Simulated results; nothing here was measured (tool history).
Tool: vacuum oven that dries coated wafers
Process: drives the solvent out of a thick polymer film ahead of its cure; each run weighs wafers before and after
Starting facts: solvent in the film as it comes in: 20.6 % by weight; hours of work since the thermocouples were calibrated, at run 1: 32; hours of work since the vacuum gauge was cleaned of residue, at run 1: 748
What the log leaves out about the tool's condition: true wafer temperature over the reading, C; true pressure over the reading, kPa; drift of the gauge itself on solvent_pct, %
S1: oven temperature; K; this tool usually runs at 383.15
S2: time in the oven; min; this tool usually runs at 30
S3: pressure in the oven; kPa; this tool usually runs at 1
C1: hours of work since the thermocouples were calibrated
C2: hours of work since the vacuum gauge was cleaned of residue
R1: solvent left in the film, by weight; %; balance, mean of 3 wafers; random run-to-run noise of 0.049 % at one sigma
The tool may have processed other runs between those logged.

| run | day | S1 | S2 | S3 | C1 | C2 | R1 |
|---|---|---|---|---|---|---|---|
| 1 | 0 | 383.15 | 30 | 1 | 32 | 748 | 3 |
| 2 | 2.929 | 383.15 | 30 | 1 | 66 | 782 | 2.9 |
| 3 | 4.283 | 383.15 | 30 | 1 | 82 | 797 | 3 |
| 4 | 7.062 | 383.15 | 30 | 1 | 114 | 830 | 2.94 |
| 5 | 8.717 | 383.15 | 30 | 1 | 133 | 849 | 3.03 |
| 6 | 10.233 | 383.15 | 30 | 1 | 151 | 866 | 3.06 |
| 7 | 12.229 | 383.15 | 30 | 1 | 174 | 890 | 2.93 |
| 8 | 14.238 | 383.15 | 30 | 1 | 197 | 913 | 2.98 |
| 9 | 16.196 | 383.15 | 30 | 1 | 220 | 936 | 2.95 |
| 10 | 18.996 | 383.15 | 30 | 1 | 252 | 968 | 3 |
| 11 | 21.704 | 383.15 | 45 | 1 | 284 | 1000 | 1.47 |
| 12 | 23.875 | 383.15 | 45 | 1 | 309 | 1025 | 1.49 |
| 13 | 25.55 | 383.15 | 45 | 1 | 329 | 1044 | 1.4 |
| 14 | 27.883 | 383.15 | 45 | 1 | 356 | 1071 | 1.49 |
| 15 | 29.567 | 383.15 | 45 | 1 | 375 | 1091 | 1.44 |
| 16 | 32.117 | 383.15 | 45 | 1 | 405 | 1121 | 1.52 |
| 17 | 33.812 | 369.15 | 45 | 1 | 425 | 1140 | 3.92 |
| 18 | 35.925 | 369.15 | 45 | 1 | 449 | 1165 | 3.84 |
| 19 | 37.242 | 369.15 | 45 | 1 | 464 | 1180 | 3.89 |
| 20 | 39.933 | 383.15 | 30 | 1 | 496 | 1211 | 3.04 |
| 21 | 42.596 | 383.15 | 30 | 1 | 527 | 1242 | 3.01 |
| 22 | 44.458 | 383.15 | 30 | 1 | 548 | 1264 | 2.98 |
| 23 | 46.308 | 383.15 | 30 | 3.77 | 570 | 1285 | 4.11 |
| 24 | 48.488 | 397.15 | 20 | 2.71 | 595 | 1311 | 2.91 |
| 25 | 50.096 | 397.15 | 20 | 2.71 | 614 | 1329 | 2.82 |
| 26 | 52.008 | 383.15 | 26 | 0.83 | 636 | 1352 | 3.6 |
| 27 | 55.033 | 389.15 | 30 | 1.07 | 671 | 1387 | 1.95 |
| 28 | 56.529 | 370.15 | 21 | 0.95 | 688 | 1404 | 7.83 |
| 29 | 59.262 | 370.15 | 21 | 0.95 | 720 | 1436 | 8.11 |
| 30 | 62.275 | 370.15 | 21 | 0.95 | 755 | 1471 | 8.02 |
| 31 | 65.083 | 383.15 | 19 | 1 | 788 | 1503 | 5.42 |
| 32 | 66.479 | 370.15 | 28 | 0.57 | 804 | 1520 | 5.95 |
| 33 | 67.788 | 370.15 | 28 | 0.57 | 819 | 1535 | 6.17 |
| 34 | 70.408 | 383.15 | 30 | 1.05 | 850 | 1565 | 3.11 |
| 35 | 72.542 | 377.15 | 20 | 1.82 | 874 | 1590 | 6.84 |
| 36 | 74.104 | 377.15 | 20 | 0.66 | 892 | 1608 | 6.34 |
| 37 | 76.358 | 369.15 | 26 | 0.67 | 919 | 1634 | 6.87 |
| 38 | 77.983 | 383.15 | 42 | 0.74 | 938 | 1653 | 1.56 |
| 39 | 79.662 | 375.15 | 30 | 1 | 957 | 1673 | 4.73 |
| 40 | 82.238 | 383.15 | 21 | 1 | 987 | 1703 | 4.87 |
| 41 | 85.279 | 386.15 | 21 | 0.52 | 1022 | 1738 | 4.11 |
| 42 | 87.617 | 386.15 | 21 | 0.52 | 1049 | 1765 | 4.04 |
| 43 | 89.054 | 386.15 | 21 | 0.52 | 1066 | 1782 | 4.06 |
| 44 | 90.317 | 388.15 | 25 | 1.29 | 1081 | 1797 | 2.96 |
| 45 | 93.15 | 383.15 | 33 | 0.91 | 1114 | 1830 | 2.55 |
| 46 | 95.275 | 383.15 | 33 | 0.91 | 1138 | 1854 | 2.49 |

Consider 3 possible next runs. They are alternatives, not a sequence: every one starts from the tool as it was left by run 46. What does each give?
| A | 96.646 | 379.15 | 33 | 0.91 | 1154 | 1870 | ? |
| B | 96.646 | 387.15 | 30 | 0.56 | 1154 | 1870 | ? |
| C | 96.646 | 393.15 | 30 | 1.41 | 1154 | 1870 | ? |

| run | R1 |
|---|---|
| A | 3.34 |
| B | 2.11 |
| C | 1.56 |
Without the tool's hidden state the same runs would have given:
| run | R1 |
|---|---|
| A | 3.31 |
| B | 2.08 |
| C | 1.53 |

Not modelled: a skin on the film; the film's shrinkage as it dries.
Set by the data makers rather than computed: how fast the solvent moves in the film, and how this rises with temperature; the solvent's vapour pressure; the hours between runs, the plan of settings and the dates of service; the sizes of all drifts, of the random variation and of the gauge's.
